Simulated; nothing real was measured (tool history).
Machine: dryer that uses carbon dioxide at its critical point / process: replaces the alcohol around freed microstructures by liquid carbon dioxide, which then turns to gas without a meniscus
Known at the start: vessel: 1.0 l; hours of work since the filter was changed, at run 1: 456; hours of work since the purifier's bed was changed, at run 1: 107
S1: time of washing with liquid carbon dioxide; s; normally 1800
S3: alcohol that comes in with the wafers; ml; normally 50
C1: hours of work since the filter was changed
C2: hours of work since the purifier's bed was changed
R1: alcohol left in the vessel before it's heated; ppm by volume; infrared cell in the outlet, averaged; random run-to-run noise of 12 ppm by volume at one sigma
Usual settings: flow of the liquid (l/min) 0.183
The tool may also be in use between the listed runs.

{"run": 1, "day": 0.0, "S1": 1800, "flow of the liquid (l/min)": 0.183, "S3": 50, "C1": 456, "C2": 107, "R1": 1046}
{"run": 2, "day": 0.346, "S1": 1800, "flow of the liquid (l/min)": 0.183, "S3": 50, "C1": 458, "C2": 110, "R1": 1075}
{"run": 3, "day": 0.979, "S1": 1800, "flow of the liquid (l/min)": 0.183, "S3": 50, "C1": 463, "C2": 115, "R1": 1075}
{"run": 4, "day": 1.533, "S1": 1800, "flow of the liquid (l/min)": 0.183, "S3": 50, "C1": 468, "C2": 119, "R1": 1080}
{"run": 5, "day": 1.917, "S1": 1800, "flow of the liquid (l/min)": 0.183, "S3": 50, "C1": 471, "C2": 122, "R1": 1101}
{"run": 6, "day": 2.271, "S1": 1680, "flow of the liquid (l/min)": 0.158, "S3": 81, "C1": 474, "C2": 125, "R1": 3686}
{"run": 7, "day": 2.612, "S1": 1200, "flow of the liquid (l/min)": 0.28, "S3": 50, "C1": 476, "C2": 128, "R1": 1059}
{"run": 8, "day": 3.192, "S1": 1200, "flow of the liquid (l/min)": 0.28, "S3": 50, "C1": 481, "C2": 132, "R1": 1039}
{"run": 9, "day": 3.638, "S1": 1800, "flow of the liquid (l/min)": 0.121, "S3": 50, "C1": 484, "C2": 136, "R1": 3976}
{"run": 10, "day": 3.992, "S1": 1620, "flow of the liquid (l/min)": 0.14, "S3": 50, "C1": 487, "C2": 139, "R1": 3602}

Table of differences, measured result less the result of that run with no hidden state. Run-to-run variation is the same in both. Gauge scatter possibly is not:
What the log doesn't record here: flow that reaches the vessel past the clogged filter, %; alcohol in the recycled carbon dioxide, ppm; drift of the gauge itself on alcohol_ppm, %.
run=1 R1=+354
run=2 R1=+366
run=3 R1=+370
run=4 R1=+371
run=5 R1=+381
run=6 R1=+1051
run=7 R1=+377
run=8 R1=+371
run=9 R1=+983
run=10 R1=+923

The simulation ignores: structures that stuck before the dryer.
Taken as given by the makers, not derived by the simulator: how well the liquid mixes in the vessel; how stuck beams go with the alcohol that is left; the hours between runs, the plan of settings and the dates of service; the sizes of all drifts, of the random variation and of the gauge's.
